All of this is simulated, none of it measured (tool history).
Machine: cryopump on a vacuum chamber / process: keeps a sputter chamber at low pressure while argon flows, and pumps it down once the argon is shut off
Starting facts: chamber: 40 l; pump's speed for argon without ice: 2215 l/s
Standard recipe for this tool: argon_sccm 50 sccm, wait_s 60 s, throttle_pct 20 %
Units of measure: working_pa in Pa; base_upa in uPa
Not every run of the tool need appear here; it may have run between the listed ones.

run     day  argon_sccm  wait_s  throttle_pct  working_pa  base_upa
  1       0          50      60            20      0.1928      1.08
  2   0.433          50      60            45      0.0871      1.07
  3   0.829          50      60            45      0.0879      1.06
  4   1.396          50      60            45      0.0884      1.11
  5   2.079          27      60            20      0.1045      1.11
  6   2.642          27      60            20      0.1055       1.1
  7   3.288          27      60            20       0.105      1.07
  8   3.875          27      60            20      0.1052      1.11
  9   4.221          27      60            20       0.106      1.11
 10   4.608          27      60            26       0.083      1.11
 11   5.296          27      60            26      0.0825      1.14
 12   5.812          27      60            30      0.0722      1.09
 13   6.483          27      60            30      0.0722      1.14
 14   7.067          36     181            40      0.0732      0.57
 15   7.654          36     181            40      0.0725      0.54
 16   8.388          89     181            40      0.1838      0.55
 17   8.979          50      27            20      0.2012      2.25
 18   9.371          50     100            20      0.1973      0.83
 19   9.967          88      95            20      0.3504      0.82
 20  10.379          50      22            44      0.0965      2.68
 21  11.117          34     163            44      0.0658      0.61
 22  11.712          50      77            27      0.1504         1

Each row is a separate what-if for the run after 22, all from the same tool condition, not one after another. Results?
  A  12.458          57      75            39           ?         ?
  B  12.458          50      29            31           ?         ?
  C  12.458          20      60            20           ?         ?
  D  12.458          50     199            44           ?         ?
  E  12.458          63      60            20           ?         ?

run  working_pa  base_upa
  A      0.1234      1.05
  B      0.1345      2.12
  C      0.0806      1.19
  D      0.0984      0.61
  E      0.2543      1.21
Stripped of hidden state, with their random variation kept, the same runs would have yielded:
run  working_pa  base_upa
  A      0.1113      0.87
  B      0.1238      1.94
  C      0.0764      1.01
  D      0.0877      0.43
  E      0.2409      1.03
